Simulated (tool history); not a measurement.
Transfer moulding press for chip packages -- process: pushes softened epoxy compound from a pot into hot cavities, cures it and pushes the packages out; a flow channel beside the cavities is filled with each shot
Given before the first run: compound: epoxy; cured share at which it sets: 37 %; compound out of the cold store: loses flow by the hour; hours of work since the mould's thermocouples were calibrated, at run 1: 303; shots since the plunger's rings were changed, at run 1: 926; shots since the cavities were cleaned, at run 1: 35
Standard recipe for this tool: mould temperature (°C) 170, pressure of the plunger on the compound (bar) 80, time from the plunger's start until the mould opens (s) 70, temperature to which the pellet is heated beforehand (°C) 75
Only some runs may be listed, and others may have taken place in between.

run    hour  mould temperature (°C)  pressure of the plunger on the compound (bar)  time from the plunger's start until the mould opens (s)  temperature to which the pellet is heated beforehand (°C)  hours of work since the mould's thermocouples were calibrated  shots since the plunger's rings were changed  shots since the cavities were cleaned  incoming compound's hours out of the cold store  length that the compound runs in the flow channel (mm)  greatest force on the pins that push the packages out (N)
  1       0                     170                                             80                                                       70                                                         75                                                            303                                           926                                     35                                             46.5                                                     598                                                        910
  2    55.1                     170                                             80                                                       70                                                         75                                                            334                                          1600                                    709                                             30.3                                                     642                                                       1376
       96.1  -- cavities cleaned with cleaning compound and waxed
  3   110.8                     170                                             80                                                       70                                                         75                                                            364                                          2264                                    180                                             27.9                                                     643                                                       1123
  4     134                     170                                             80                                                       70                                                         76                                                            377                                          2548                                    464                                               40                                                     611                                                       1214
  5   176.2                     170                                             80                                                       70                                                         71                                                            401                                          3065                                    981                                               21                                                     661                                                       1630
      196.4  -- cavities cleaned with cleaning compound and waxed
  6   228.4                     170                                             80                                                       70                                                         75                                                            430                                          3686                                    392                                             21.5                                                     656                                                       1373
      262.3  -- plunger's sealing rings changed
  7   272.9                     170                                             80                                                       70                                                         75                                                            453                                           129                                    905                                             47.9                                                     596                                                       1471
      298.5  -- cavities cleaned with cleaning compound and waxed
  8   312.4                     170                                             80                                                       70                                                         75                                                            475                                           595                                    171                                             40.2                                                     618                                                       1070
  9   339.1                     175                                             80                                                       70                                                         75                                                            490                                           922                                    498                                             46.2                                                     589                                                        919
 10   366.9                     170                                             80                                                       70                                                         75                                                            505                                          1263                                    839                                             38.5                                                     619                                                       1464
      400.2  -- cavities cleaned with cleaning compound and waxed
 11   421.3                     170                                             81                                                       70                                                         75                                                            535                                          1910                                    259                                             38.1                                                     619                                                       1151
 12   449.7                     170                                           89.2                                                       70                                                         75                                                            551                                          2258                                    607                                             31.4                                                     667                                                       1461
 13   490.6                     170                                           89.2                                                       70                                                         75                                                            574                                          2758                                   1107                                             24.1                                                     688                                                       1697
        502  -- cavities cleaned with cleaning compound and waxed
 14   536.2                     170                                           89.2                                                       70                                                         75                                                            599                                          3299                                    420                                              8.8                                                     742                                                       1477
 15   565.9                     170                                           74.8                                                      103                                                         65                                                            616                                          3662                                    783                                              9.5                                                     675                                                        706
      601.1  -- mould's thermocouples calibrated
      603.6  -- plunger's sealing rings changed
      609.4  -- cavities cleaned with cleaning compound and waxed
 16   616.1                     170                                           74.8                                                      103                                                         65                                                              6                                           135                                     82                                             44.5                                                     597                                                        515
 17   667.8                     167                                           97.7                                                       60                                                         77                                                             35                                           769                                    716                                              8.1                                                     810                                                       2811
 18   700.9                     167                                           97.7                                                       60                                                         77                                                             54                                          1173                                   1120                                             41.7                                                     686                                                       2748
      710.7  -- cavities cleaned with cleaning compound and waxed
 19   757.3                     170                                             65                                                       63                                                         65                                                             85                                          1845                                    570                                             47.9                                                     531                                                       2030
 20   795.3                     172                                             80                                                       78                                                         75                                                            106                                          2311                                   1036                                             36.5                                                     621                                                       1131
        812  -- cavities cleaned with cleaning compound and waxed
      822.7  -- mould's thermocouples calibrated, once more
 21   836.9                     172                                             80                                                       78                                                         75                                                              8                                          2777                                    280                                             18.5                                                     669                                                        755
 22   869.1                     171                                           95.7                                                       63                                                         75                                                             26                                          3171                                    674                                             26.9                                                     691                                                       1709
 23   895.8                     170                                           62.8                                                       60                                                         75                                                             41                                          3498                                   1001                                             32.7                                                     549                                                       2113
      916.4  -- cavities cleaned with cleaning compound and waxed
 24   927.4                     170                                             80                                                       70                                                         74                                                             58                                          3866                                    134                                               21                                                     657                                                       1054
      948.4  -- plunger's sealing rings changed
 25   971.6                     170                                           65.9                                                       70                                                         74                                                             82                                           284                                    645                                               14                                                     632                                                       1376
 26  1012.5                     170                                           65.9                                                       62                                                         74                                                            105                                           786                                   1147                                             11.8                                                     641                                                       2300
     1018.4  -- cavities cleaned with cleaning compound and waxed
 27  1058.7                     178                                           69.8                                                       60                                                         66                                                            130                                          1333                                    494                                               39                                                     562                                                       1141

Consider 3 possible next runs. They are alternatives, not a sequence: every one starts from the tool as it was left by run 27. What does each give?
  A  1097.7                     170                                             80                                                       70                                                         74                                                            152                                          1810                                    971                                             15.6                                                       ?                                                          ?
  B  1097.7                     170                                             80                                                       83                                                         75                                                            152                                          1810                                    971                                             43.3                                                       ?                                                          ?
  C  1097.7                     164                                           68.3                                                       60                                                         82                                                            152                                          1810                                    971                                             36.7                                                       ?                                                          ?

run  length that the compound runs in the flow channel (mm)  greatest force on the pins that push the packages out (N)
  A                                                     688                                                       1585
  B                                                     598                                                        952
  C                                                     584                                                       2742
Had the tool no hidden state, the same runs would have come out as:
run  length that the compound runs in the flow channel (mm)  greatest force on the pins that push the packages out (N)
  A                                                     701                                                        948
  B                                                     610                                                        572
  C                                                     596                                                       1651
